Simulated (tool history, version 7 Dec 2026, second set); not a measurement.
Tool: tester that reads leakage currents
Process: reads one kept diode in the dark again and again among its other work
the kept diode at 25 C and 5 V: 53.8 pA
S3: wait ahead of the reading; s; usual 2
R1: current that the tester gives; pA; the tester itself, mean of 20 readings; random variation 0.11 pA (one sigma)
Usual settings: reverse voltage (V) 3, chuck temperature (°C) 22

{"run": 1, "hour": 0.0, "reverse voltage (V)": 3, "chuck temperature (°C)": 22, "S3": 2, "R1": 36.42}
{"run": 2, "hour": 84.4, "reverse voltage (V)": 3, "chuck temperature (°C)": 22, "S3": 2, "R1": 36.21}
{"run": 3, "hour": 170.7, "reverse voltage (V)": 3, "chuck temperature (°C)": 22, "S3": 2, "R1": 36.37}
{"run": 4, "hour": 271.8, "reverse voltage (V)": 3, "chuck temperature (°C)": 22, "S3": 2, "R1": 36.33}
{"run": 5, "hour": 442.8, "reverse voltage (V)": 3, "chuck temperature (°C)": 22, "S3": 0.3, "R1": 37.21}
{"run": 6, "hour": 616.5, "reverse voltage (V)": 3, "chuck temperature (°C)": 22, "S3": 0.3, "R1": 37.16}
{"run": 7, "hour": 773.3, "reverse voltage (V)": 3, "chuck temperature (°C)": 22, "S3": 0.3, "R1": 37.18}
{"run": 8, "hour": 859.3, "reverse voltage (V)": 3, "chuck temperature (°C)": 22, "S3": 0.3, "R1": 37.22}
{"run": 9, "hour": 972.8, "reverse voltage (V)": 3, "chuck temperature (°C)": 22, "S3": 0.3, "R1": 37.36}
{"run": 10, "hour": 1095.9, "reverse voltage (V)": 3, "chuck temperature (°C)": 22, "S3": 2, "R1": 36.45}
{"run": 11, "hour": 1260.5, "reverse voltage (V)": 2.67, "chuck temperature (°C)": 22, "S3": 2, "R1": 34.23}
{"run": 12, "hour": 1426.6, "reverse voltage (V)": 2.67, "chuck temperature (°C)": 22, "S3": 2, "R1": 34.37}
{"run": 13, "hour": 1602.9, "reverse voltage (V)": 3.16, "chuck temperature (°C)": 36, "S3": 0.71, "R1": 121.84}
{"hour": 1651.3, "done": "tester calibrated"}
{"run": 14, "hour": 1719.5, "reverse voltage (V)": 3, "chuck temperature (°C)": 34, "S3": 2, "R1": 98.11}
{"run": 15, "hour": 1840.2, "reverse voltage (V)": 3, "chuck temperature (°C)": 25, "S3": 1.3, "R1": 46.33}
{"run": 16, "hour": 1912.4, "reverse voltage (V)": 18.01, "chuck temperature (°C)": 30, "S3": 6.27, "R1": 179.31}
{"run": 17, "hour": 2059.5, "reverse voltage (V)": 18.01, "chuck temperature (°C)": 30, "S3": 6.27, "R1": 178.72}
{"run": 18, "hour": 2190.7, "reverse voltage (V)": 8.41, "chuck temperature (°C)": 38, "S3": 0.31, "R1": 224.68}
{"run": 19, "hour": 2294.5, "reverse voltage (V)": 2.35, "chuck temperature (°C)": 56, "S3": 4.04, "R1": 527.71}
{"run": 20, "hour": 2401.3, "reverse voltage (V)": 14.41, "chuck temperature (°C)": 34, "S3": 6.57, "R1": 211.88}

Run 21 comes next. What will it give?
{"run": 21, "hour": 2559.1, "reverse voltage (V)": 16.39, "chuck temperature (°C)": 24, "S3": 3.6, "R1": "?"}

R1: 116.01 pA
Without the tool's hidden state the same run would have given R1 82.44 pA.

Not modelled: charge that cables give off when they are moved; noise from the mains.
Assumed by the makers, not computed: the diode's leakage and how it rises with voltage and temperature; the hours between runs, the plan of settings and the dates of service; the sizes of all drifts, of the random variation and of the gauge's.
